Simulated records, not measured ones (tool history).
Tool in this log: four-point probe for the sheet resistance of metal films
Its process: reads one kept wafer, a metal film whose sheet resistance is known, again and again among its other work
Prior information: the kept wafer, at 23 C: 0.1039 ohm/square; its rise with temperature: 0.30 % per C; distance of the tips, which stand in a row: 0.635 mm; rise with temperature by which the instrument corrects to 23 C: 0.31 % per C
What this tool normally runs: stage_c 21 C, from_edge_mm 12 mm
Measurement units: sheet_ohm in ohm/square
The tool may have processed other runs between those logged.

{"run": 1, "hour": 0.0, "stage_c": 21, "from_edge_mm": 12, "sheet_ohm": 0.104006}
{"run": 2, "hour": 24.4, "stage_c": 21, "from_edge_mm": 12, "sheet_ohm": 0.103994}
{"run": 3, "hour": 40.6, "stage_c": 21, "from_edge_mm": 12, "sheet_ohm": 0.104003}
{"run": 4, "hour": 56.0, "stage_c": 21, "from_edge_mm": 4, "sheet_ohm": 0.105233}
{"run": 5, "hour": 82.5, "stage_c": 21, "from_edge_mm": 42, "sheet_ohm": 0.103875}
{"run": 6, "hour": 98.6, "stage_c": 21, "from_edge_mm": 22, "sheet_ohm": 0.103938}
{"run": 7, "hour": 112.1, "stage_c": 21, "from_edge_mm": 22, "sheet_ohm": 0.103928}
{"run": 8, "hour": 124.4, "stage_c": 21, "from_edge_mm": 22, "sheet_ohm": 0.103947}
{"run": 9, "hour": 138.0, "stage_c": 21, "from_edge_mm": 12, "sheet_ohm": 0.104054}
{"run": 10, "hour": 154.4, "stage_c": 21, "from_edge_mm": 12, "sheet_ohm": 0.10402}
{"run": 11, "hour": 179.4, "stage_c": 21, "from_edge_mm": 12, "sheet_ohm": 0.104027}
{"run": 12, "hour": 194.2, "stage_c": 21, "from_edge_mm": 12, "sheet_ohm": 0.104021}
{"run": 13, "hour": 216.4, "stage_c": 21, "from_edge_mm": 10, "sheet_ohm": 0.10411}
{"run": 14, "hour": 241.7, "stage_c": 21, "from_edge_mm": 10, "sheet_ohm": 0.104092}
{"run": 15, "hour": 257.4, "stage_c": 21, "from_edge_mm": 63, "sheet_ohm": 0.103892}
{"run": 16, "hour": 277.6, "stage_c": 32, "from_edge_mm": 12, "sheet_ohm": 0.103952}
{"run": 17, "hour": 293.7, "stage_c": 21, "from_edge_mm": 12, "sheet_ohm": 0.104058}
{"run": 18, "hour": 320.2, "stage_c": 21, "from_edge_mm": 12, "sheet_ohm": 0.104075}
{"run": 19, "hour": 340.7, "stage_c": 21, "from_edge_mm": 12, "sheet_ohm": 0.104043}
{"run": 20, "hour": 354.6, "stage_c": 21, "from_edge_mm": 12, "sheet_ohm": 0.10406}
{"run": 21, "hour": 374.4, "stage_c": 22, "from_edge_mm": 12, "sheet_ohm": 0.104056}
{"run": 22, "hour": 396.5, "stage_c": 19, "from_edge_mm": 12, "sheet_ohm": 0.104087}
{"run": 23, "hour": 414.9, "stage_c": 19, "from_edge_mm": 12, "sheet_ohm": 0.104097}
{"hour": 417.5, "done": "stage's thermometer calibrated"}
{"run": 24, "hour": 438.5, "stage_c": 19, "from_edge_mm": 11, "sheet_ohm": 0.104146}
{"run": 25, "hour": 457.2, "stage_c": 19, "from_edge_mm": 11, "sheet_ohm": 0.104164}
{"run": 26, "hour": 480.6, "stage_c": 22, "from_edge_mm": 31, "sheet_ohm": 0.103973}
{"run": 27, "hour": 495.7, "stage_c": 25, "from_edge_mm": 20, "sheet_ohm": 0.103964}
{"hour": 512.3, "done": "stage's thermometer calibrated, once more"}
{"run": 28, "hour": 518.7, "stage_c": 25, "from_edge_mm": 20, "sheet_ohm": 0.103913}
{"run": 29, "hour": 539.5, "stage_c": 21, "from_edge_mm": 9, "sheet_ohm": 0.104128}
{"run": 30, "hour": 565.0, "stage_c": 27, "from_edge_mm": 12, "sheet_ohm": 0.103974}
{"run": 31, "hour": 579.7, "stage_c": 27, "from_edge_mm": 12, "sheet_ohm": 0.103971}

Expected results for the next run?
{"run": 32, "hour": 594.3, "stage_c": 21, "from_edge_mm": 5, "sheet_ohm": "?"}

Run 32 measured sheet_ohm 0.104771 ohm/square.
Without the tool's hidden state the same run would have given sheet_ohm 0.104793 ohm/square.
